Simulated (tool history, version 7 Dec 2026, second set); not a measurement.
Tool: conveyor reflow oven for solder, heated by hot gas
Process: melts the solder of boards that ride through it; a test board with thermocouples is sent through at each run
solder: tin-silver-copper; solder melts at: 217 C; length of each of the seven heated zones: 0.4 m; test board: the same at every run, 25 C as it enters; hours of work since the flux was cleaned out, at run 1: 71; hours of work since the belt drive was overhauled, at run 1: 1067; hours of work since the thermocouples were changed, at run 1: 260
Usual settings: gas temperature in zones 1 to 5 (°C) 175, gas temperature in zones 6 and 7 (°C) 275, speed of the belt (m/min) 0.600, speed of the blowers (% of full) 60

run	day	gas temperature in zones 1 to 5 (°C)	gas temperature in zones 6 and 7 (°C)	speed of the belt (m/min)	speed of the blowers (% of full)	hours of work since the flux was cleaned out	hours of work since the belt drive was overhauled	hours of work since the thermocouples were changed	highest temperature of the board (°C)	time above the solder's melting point (s)
1	0.000	175	275	0.600	60	71	1067	260	260.0	68.0
2	2.408	183	275	0.600	60	104	1099	292	261.3	72.3
3	4.092	183	275	0.600	60	126	1122	315	260.8	71.6
4	5.867	184	275	0.600	60	150	1145	338	260.7	71.9
5	7.633	184	275	0.600	60	173	1169	362	261.3	72.0
# day 9.150: flux residue cleaned out of gas plates and filters
6	10.371	175	275	0.567	60	16	1202	396	260.4	72.0
7	13.238	175	275	0.567	60	55	1241	434	260.3	72.2
8	16.400	175	275	0.600	55	97	1283	476	257.2	65.8
9	18.750	175	275	0.600	60	128	1314	507	258.0	66.6
10	22.488	175	275	0.600	60	178	1364	557	256.9	66.7
# day 23.754: flux residue cleaned out of gas plates and filters
11	25.588	175	275	0.600	60	24	1403	596	259.9	68.8
12	27.475	175	275	0.600	60	50	1428	621	260.2	68.9
# day 29.346: flux residue cleaned out of gas plates and filters, once more
13	30.812	175	275	0.600	60	20	1470	663	259.8	69.1
14	33.412	175	275	0.600	60	54	1504	697	259.4	68.2
# day 36.008: belt drive overhauled, speed set with a stopwatch
15	37.417	175	275	0.600	60	105	19	749	258.3	64.9
# day 39.058: thermocouples of zones 6 and 7 changed
16	39.408	175	275	0.549	66	131	44	5	263.3	74.7
17	42.562	169	285	0.645	80	173	86	47	268.8	64.1
# day 44.092: flux residue cleaned out of gas plates and filters
18	45.788	173	275	0.600	60	23	127	87	259.5	65.6
19	49.458	173	282	0.600	51	72	175	136	264.2	67.4
20	51.738	181	274	0.546	87	102	206	166	266.4	79.7
21	54.942	181	274	0.546	87	145	249	209	266.5	79.9
# day 58.629: flux residue cleaned out of gas plates and filters
22	58.879	181	274	0.546	87	3	298	259	267.1	80.5
23	61.850	181	274	0.546	87	43	338	298	266.3	80.0
24	65.550	181	274	0.546	87	92	387	348	265.7	80.4
25	69.083	175	282	0.527	83	139	434	395	272.4	83.9
26	70.633	173	272	0.582	83	160	455	416	260.9	69.1
# day 73.033: flux residue cleaned out of gas plates and filters
27	74.538	188	275	0.701	87	20	504	465	261.6	63.1
28	76.808	175	278	0.600	68	50	535	495	263.8	69.4
29	78.512	175	278	0.600	71	73	557	518	264.8	69.3

Forecast each of these 5 alternatives for the next run:
A	81.400	175	278	0.600	60	112	596	556	?	?
B	81.400	175	278	0.663	57	112	596	556	?	?
C	81.400	175	275	0.593	60	112	596	556	?	?
D	81.400	175	278	0.657	77	112	596	556	?	?
E	81.400	172	275	0.633	60	112	596	556	?	?

run	highest temperature of the board (°C)	time above the solder's melting point (s)
A	261.7	67.8
B	257.6	58.2
C	259.3	67.0
D	262.6	62.4
E	256.9	59.7
Without the tool's hidden state the same runs would have given:
run	highest temperature of the board (°C)	time above the solder's melting point (s)
A	262.9	67.6
B	258.8	58.2
C	260.6	66.9
D	264.1	62.4
E	258.2	59.7
